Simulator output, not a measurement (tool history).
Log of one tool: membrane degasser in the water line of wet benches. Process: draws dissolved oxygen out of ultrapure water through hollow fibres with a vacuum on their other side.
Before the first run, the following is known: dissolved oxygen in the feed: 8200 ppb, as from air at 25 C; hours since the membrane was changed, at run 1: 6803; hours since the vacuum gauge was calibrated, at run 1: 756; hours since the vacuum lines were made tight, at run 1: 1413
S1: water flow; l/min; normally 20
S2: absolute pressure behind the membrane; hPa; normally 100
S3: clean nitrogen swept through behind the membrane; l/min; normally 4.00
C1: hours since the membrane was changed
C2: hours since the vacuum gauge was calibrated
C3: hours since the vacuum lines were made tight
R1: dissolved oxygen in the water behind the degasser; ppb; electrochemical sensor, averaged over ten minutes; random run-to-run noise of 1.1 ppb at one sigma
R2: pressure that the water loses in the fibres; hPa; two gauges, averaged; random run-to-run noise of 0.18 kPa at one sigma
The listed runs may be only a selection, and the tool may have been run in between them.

Run 1, hour 0.0: usual settings; C1 6803; C2 756; C3 1413. Result: R1 116.4 ppb, R2 353.0 hPa.
Run 2, hour 129.6: usual settings; C1 6933; C2 886; C3 1543. Result: R1 119.2 ppb, R2 355.4 hPa.
Run 3, hour 276.3: usual settings; C1 7080; C2 1033; C3 1689. Result: R1 118.3 ppb, R2 353.4 hPa.
Run 4, hour 402.2: usual settings; C1 7205; C2 1159; C3 1815. Result: R1 118.5 ppb, R2 352.9 hPa.
Run 5, hour 550.1: usual settings; C1 7353; C2 1306; C3 1963. Result: R1 118.5 ppb, R2 352.9 hPa.
Run 6, hour 678.6: usual settings; C1 7482; C2 1435; C3 2092. Result: R1 121.1 ppb, R2 355.7 hPa.
Run 7, hour 759.9: usual settings; C1 7563; C2 1516; C3 2173. Result: R1 119.2 ppb, R2 356.6 hPa.
Run 8, hour 927.9: usual settings but S3 5.98 l/min; C1 7731; C2 1684; C3 2341. Result: R1 92.3 ppb, R2 356.1 hPa.
Run 9, hour 1071.3: usual settings but S1 25 l/min, S3 5.98 l/min; C1 7875; C2 1828; C3 2484. Result: R1 121.5 ppb, R2 445.5 hPa.
Run 10, hour 1153.7: usual settings; C1 7957; C2 1910; C3 2567. Result: R1 118.6 ppb, R2 354.1 hPa.
Run 11, hour 1254.0: usual settings but S1 13 l/min; C1 8057; C2 2010; C3 2667. Result: R1 73.1 ppb, R2 232.2 hPa.
Run 12, hour 1347.6: usual settings; C1 8151; C2 2104; C3 2761. Result: R1 118.9 ppb, R2 360.2 hPa.
Run 13, hour 1492.7: usual settings but S2 127 hPa, S3 5.89 l/min; C1 8296; C2 2249; C3 2906. Result: R1 117.6 ppb, R2 357.2 hPa.
Run 14, hour 1651.2: usual settings but S1 13 l/min, S2 198 hPa, S3 4.35 l/min; C1 8454; C2 2408; C3 3064. Result: R1 143.8 ppb, R2 236.0 hPa.
Run 15, hour 1805.5: usual settings but S1 28 l/min, S2 79 hPa, S3 4.35 l/min; C1 8609; C2 2562; C3 3219. Result: R1 139.8 ppb, R2 499.3 hPa.
Run 16, hour 1883.7: usual settings but S1 24 l/min, S2 226 hPa, S3 2.48 l/min; C1 8687; C2 2640; C3 3297. Result: R1 478.2 ppb, R2 425.3 hPa.
Run 17, hour 2015.5: usual settings but S1 24 l/min, S2 226 hPa, S3 2.48 l/min; C1 8819; C2 2772; C3 3429. Result: R1 481.1 ppb, R2 427.1 hPa.
Run 18, hour 2177.2: usual settings but S1 24 l/min, S2 226 hPa, S3 2.48 l/min; C1 8980; C2 2934; C3 3590. Result: R1 479.5 ppb, R2 432.4 hPa.
At hour 2258.2: vacuum gauge calibrated.
Run 19, hour 2263.3: usual settings but S1 24 l/min, S2 91 hPa, S3 2.48 l/min; C1 9066; C2 5; C3 3676. Result: R1 187.7 ppb, R2 430.3 hPa.
Run 20, hour 2356.0: usual settings but S1 24 l/min, S2 86 hPa, S3 2.48 l/min; C1 9159; C2 98; C3 3769. Result: R1 172.9 ppb, R2 432.6 hPa.
Run 21, hour 2535.6: usual settings but S1 26 l/min, S2 61 hPa; C1 9338; C2 277; C3 3948. Result: R1 105.8 ppb, R2 465.2 hPa.
Run 22, hour 2679.7: usual settings but S1 27 l/min, S2 145 hPa, S3 3.33 l/min; C1 9482; C2 421; C3 4092. Result: R1 275.2 ppb, R2 484.6 hPa.
Run 23, hour 2801.0: usual settings but S1 27 l/min, S2 145 hPa, S3 3.33 l/min; C1 9604; C2 543; C3 4214. Result: R1 276.1 ppb, R2 483.3 hPa.

Below are 3 alternative next runs, each starting from the tool's condition after run 23. Predict each:
Run A, hour 2917.6: usual settings but S1 14 l/min, S2 145 hPa, S3 6.79 l/min; C1 9720; C2 659; C3 4330. Result: R1 ?, R2 ?.
Run B, hour 2917.6: usual settings but S1 19 l/min, S2 75 hPa, S3 1.77 l/min; C1 9720; C2 659; C3 4330. Result: R1 ?, R2 ?.
Run C, hour 2917.6: usual settings but S1 17 l/min, S2 125 hPa, S3 6.12 l/min; C1 9720; C2 659; C3 4330. Result: R1 ?, R2 ?.

run     R1     R2
  A   78.8  252.7
  B  142.2  342.4
  C   94.3  309.0
Without the tool's hidden state the same runs would have given:
run     R1     R2
  A   70.0  234.3
  B  128.6  317.5
  C   82.7  286.5

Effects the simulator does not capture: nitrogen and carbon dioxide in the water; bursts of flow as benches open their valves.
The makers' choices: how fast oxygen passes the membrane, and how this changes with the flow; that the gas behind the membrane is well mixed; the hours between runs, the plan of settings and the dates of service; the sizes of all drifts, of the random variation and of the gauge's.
